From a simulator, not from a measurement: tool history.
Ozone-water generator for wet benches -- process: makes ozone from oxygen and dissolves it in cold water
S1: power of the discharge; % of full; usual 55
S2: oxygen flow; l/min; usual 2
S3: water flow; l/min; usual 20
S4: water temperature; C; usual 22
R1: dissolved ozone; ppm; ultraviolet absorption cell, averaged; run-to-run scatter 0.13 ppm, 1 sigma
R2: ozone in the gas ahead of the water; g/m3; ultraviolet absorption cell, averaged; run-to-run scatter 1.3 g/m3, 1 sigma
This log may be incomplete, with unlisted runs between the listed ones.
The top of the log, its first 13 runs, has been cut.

run    hour  S1    S2  S3  S4    R1     R2
 14   453.8  55     2  20  22  14.6  238.6
 15   498.5  55     2  30  22   9.8  240.9
 16   527.7  55     2  30  22   9.5  237.5
 17   563.1  69     2  20  22  16.4  271.7
 18   608.1  69     2  20  22  16.4  266.2
 19     629  69     2  20  22  16.3  270.8
 20     659  69  2.19  14  17  23.7  254.9
 21   687.2  57     2  20  22  14.7    245
 22   726.8  68     2  12  22    25  265.3
 23   753.6  68     2  12  22  25.2  267.3
 24   784.1  68  2.93  12  27  23.4    216
 25   804.8  68  2.93  12  27  23.6  217.5
 26   841.5  55     2  20  17  15.2  237.9
 27   886.2  55  1.75  20  22  13.9  256.5
 28   929.9  86  1.75  14  22  24.7  324.8
 29   968.9  86  1.22  12  22  26.9  395.9
 30  1005.5  61     2  21  18  14.9    252
 31    1050  61  1.89  21  14  15.1    259
 32  1095.1  53  1.89  21  15  14.1  243.2
 33  1130.8  53  1.89  29  15    10  242.4

Branching from run 33: 4 alternative next runs. What would each branch give?
  A  1154.7  55     2  20  21   ?   ?
  B  1154.7  43     2  20  20   ?   ?
  C  1154.7  49  1.68  20  22   ?   ?
  D  1154.7  77  1.96  29  24   ?   ?

run    R1     R2
  A  14.5  235.6
  B  12.7  207.1
  C  13.1  247.7
  D  11.7  286.9
Take away the tool's hidden state, keep each run's random variation, and the runs would have read:
run    R1     R2
  A  14.6  235.8
  B  12.7  207.3
  C  13.1  247.9
  D  11.7  287.2

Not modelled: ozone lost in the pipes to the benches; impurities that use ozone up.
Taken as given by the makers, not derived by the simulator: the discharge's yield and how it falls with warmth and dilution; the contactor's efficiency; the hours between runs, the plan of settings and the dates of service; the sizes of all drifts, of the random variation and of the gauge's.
